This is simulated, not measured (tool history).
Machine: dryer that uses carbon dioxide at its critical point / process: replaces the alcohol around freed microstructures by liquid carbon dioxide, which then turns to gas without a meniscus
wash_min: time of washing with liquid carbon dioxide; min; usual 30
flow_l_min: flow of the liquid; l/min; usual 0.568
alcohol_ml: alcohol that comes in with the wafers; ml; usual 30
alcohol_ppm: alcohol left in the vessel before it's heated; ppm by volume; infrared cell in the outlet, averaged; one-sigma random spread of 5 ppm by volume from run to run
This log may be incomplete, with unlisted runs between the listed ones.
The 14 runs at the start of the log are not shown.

run 15 hour=114.9 | wash_min=45 flow_l_min=0.764 alcohol_ml=30 | alcohol_ppm=15
run 16 hour=125.7 | wash_min=30 flow_l_min=0.568 alcohol_ml=30 | alcohol_ppm=66
run 17 hour=136.6 | wash_min=30 flow_l_min=0.568 alcohol_ml=30 | alcohol_ppm=62
run 18 hour=141.3 | wash_min=27 flow_l_min=0.363 alcohol_ml=30 | alcohol_ppm=628
run 19 hour=151 | wash_min=30 flow_l_min=0.631 alcohol_ml=30 | alcohol_ppm=36
run 20 hour=160.5 | wash_min=30 flow_l_min=0.631 alcohol_ml=30 | alcohol_ppm=31
run 21 hour=170.2 | wash_min=30 flow_l_min=0.631 alcohol_ml=30 | alcohol_ppm=43
run 22 hour=177 | wash_min=31 flow_l_min=0.44 alcohol_ml=47 | alcohol_ppm=276
run 23 hour=184.2 | wash_min=33 flow_l_min=0.44 alcohol_ml=47 | alcohol_ppm=216
run 24 hour=190 | wash_min=27 flow_l_min=0.914 alcohol_ml=42 | alcohol_ppm=20
run 25 hour=196.4 | wash_min=40 flow_l_min=0.78 alcohol_ml=49 | alcohol_ppm=23
run 26 hour=202.3 | wash_min=35 flow_l_min=0.78 alcohol_ml=49 | alcohol_ppm=16
run 27 hour=208.4 | wash_min=35 flow_l_min=0.749 alcohol_ml=49 | alcohol_ppm=13
run 28 hour=219.2 | wash_min=30 flow_l_min=0.908 alcohol_ml=101 | alcohol_ppm=17
run 29 hour=226.6 | wash_min=33 flow_l_min=0.492 alcohol_ml=36 | alcohol_ppm=102
run 30 hour=232 | wash_min=20 flow_l_min=0.721 alcohol_ml=36 | alcohol_ppm=148
run 31 hour=238.7 | wash_min=20 flow_l_min=0.721 alcohol_ml=36 | alcohol_ppm=158

Here are 3 independent what-if runs from the current tool condition. What would each one return?
run A hour=248.4 | wash_min=42 flow_l_min=0.471 alcohol_ml=56 | alcohol_ppm=?
run B hour=248.4 | wash_min=23 flow_l_min=0.568 alcohol_ml=25 | alcohol_ppm=?
run C hour=248.4 | wash_min=20 flow_l_min=0.729 alcohol_ml=94 | alcohol_ppm=?

run=A alcohol_ppm=60
run=B alcohol_ppm=179
run=C alcohol_ppm=358
With no hidden state in the tool, these same runs would have given:
run=A alcohol_ppm=34
run=B alcohol_ppm=124
run=C alcohol_ppm=246
